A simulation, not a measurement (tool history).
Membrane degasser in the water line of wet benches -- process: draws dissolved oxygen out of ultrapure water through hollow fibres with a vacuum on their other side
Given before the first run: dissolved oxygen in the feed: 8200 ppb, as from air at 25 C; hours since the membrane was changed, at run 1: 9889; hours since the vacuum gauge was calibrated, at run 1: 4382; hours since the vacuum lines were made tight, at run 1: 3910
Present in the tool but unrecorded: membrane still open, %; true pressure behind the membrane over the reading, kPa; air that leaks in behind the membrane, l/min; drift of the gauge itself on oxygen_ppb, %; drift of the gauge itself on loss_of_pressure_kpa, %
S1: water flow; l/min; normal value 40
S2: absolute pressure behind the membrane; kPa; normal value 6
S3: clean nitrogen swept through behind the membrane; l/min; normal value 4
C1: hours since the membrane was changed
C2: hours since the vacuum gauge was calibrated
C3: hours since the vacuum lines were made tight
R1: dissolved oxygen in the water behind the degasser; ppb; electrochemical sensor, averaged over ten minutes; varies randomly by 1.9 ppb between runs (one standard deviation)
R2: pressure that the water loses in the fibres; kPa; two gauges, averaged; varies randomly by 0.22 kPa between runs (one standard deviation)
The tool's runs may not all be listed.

run    hour  S1     S2    S3     C1    C2    C3     R1     R2
  1       0  40      6     4   9889  4382  3910    186  51.38
  2   182.3  40      6     4  10071  4564  4093  183.3  51.37
  3   419.5  40  14.04     4  10308  4801  4330  363.5  51.28
  4     554  40      6     4  10443  4936  4465  185.5  51.29
  5   726.5  42      6     4  10615  5108  4637  211.2   53.5
  6   883.4  42      6     4  10772  5265  4794  208.3  53.79
     1057.9  -- membrane cartridge changed
  7  1175.1  40      6  2.59    117  5553  5082  213.1  51.16
  8  1390.4  40      6     4    332  5768  5297  182.1  50.79
     1479.3  -- seals of the vacuum lines changed
  9  1574.3  57      6     4    514  5950    95    437  72.41
 10  1784.7  49   9.87   5.5    725  6161   305  363.4  62.11

Run 11 has not been measured yet. What should we expect?
 11  1958.4  49  9.87  5.5  898  6334  479   ?   ?

R1: 366.4 ppb
R2: 62.18 kPa
With the hidden condition absent and the run-to-run variation left alone, this run would have shown R1 366.3 ppb, R2 63.02 kPa.
